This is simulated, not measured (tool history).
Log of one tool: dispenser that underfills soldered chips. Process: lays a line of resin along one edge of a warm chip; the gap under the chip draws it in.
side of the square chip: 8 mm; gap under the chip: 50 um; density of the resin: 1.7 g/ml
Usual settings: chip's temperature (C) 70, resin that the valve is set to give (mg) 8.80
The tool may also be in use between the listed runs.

| run | hour | chip's temperature (C) | resin that the valve is set to give (mg) | time until the resin shows at the far edge (s) | resin that the valve gave (mg) |
|---|---|---|---|---|---|
| 1 | 0.0 | 70 | 8.80 | 65.3 | 8.87 |
| 2 | 7.2 | 57 | 8.80 | 129.9 | 8.75 |
|  | 8.4 | new syringe of resin |
| 3 | 15.2 | 57 | 8.80 | 126.8 | 8.65 |
|  | 16.5 | new syringe of resin |
| 4 | 23.4 | 57 | 8.80 | 125.1 | 8.70 |
|  | 24.7 | new syringe of resin |
| 5 | 31.9 | 57 | 8.80 | 127.2 | 8.60 |
|  | 33.2 | new syringe of resin |
|  | 41.4 | new syringe of resin |
| 6 | 42.7 | 57 | 8.80 | 104.2 | 8.57 |
|  | 49.5 | new syringe of resin |
| 7 | 49.9 | 57 | 8.80 | 103.0 | 8.72 |
| 8 | 55.4 | 57 | 8.80 | 124.1 | 8.63 |
|  | 57.6 | new syringe of resin |
|  | 66.3 | new syringe of resin |
| 9 | 67.4 | 55 | 11.30 | 109.3 | 10.90 |
|  | 74.2 | new syringe of resin |
| 10 | 79.4 | 55 | 11.30 | 127.3 | 10.90 |
|  | 82.7 | new syringe of resin |
|  | 91.0 | new syringe of resin |
| 11 | 92.5 | 68 | 9.87 | 71.8 | 9.38 |
| 12 | 97.8 | 64 | 10.13 | 99.5 | 9.64 |

Run 13 comes next. What will it give?
|  | 99.0 | new syringe of resin |
| 13 | 106.5 | 58 | 9.98 | ? | ? |

{"run 13": {"time until the resin shows at the far edge (s)": 122.5, "resin that the valve gave (mg)": 9.42}}
Without the tool's hidden state the same run would have given time until the resin shows at the far edge (s) 98.5, resin that the valve gave (mg) 9.93.

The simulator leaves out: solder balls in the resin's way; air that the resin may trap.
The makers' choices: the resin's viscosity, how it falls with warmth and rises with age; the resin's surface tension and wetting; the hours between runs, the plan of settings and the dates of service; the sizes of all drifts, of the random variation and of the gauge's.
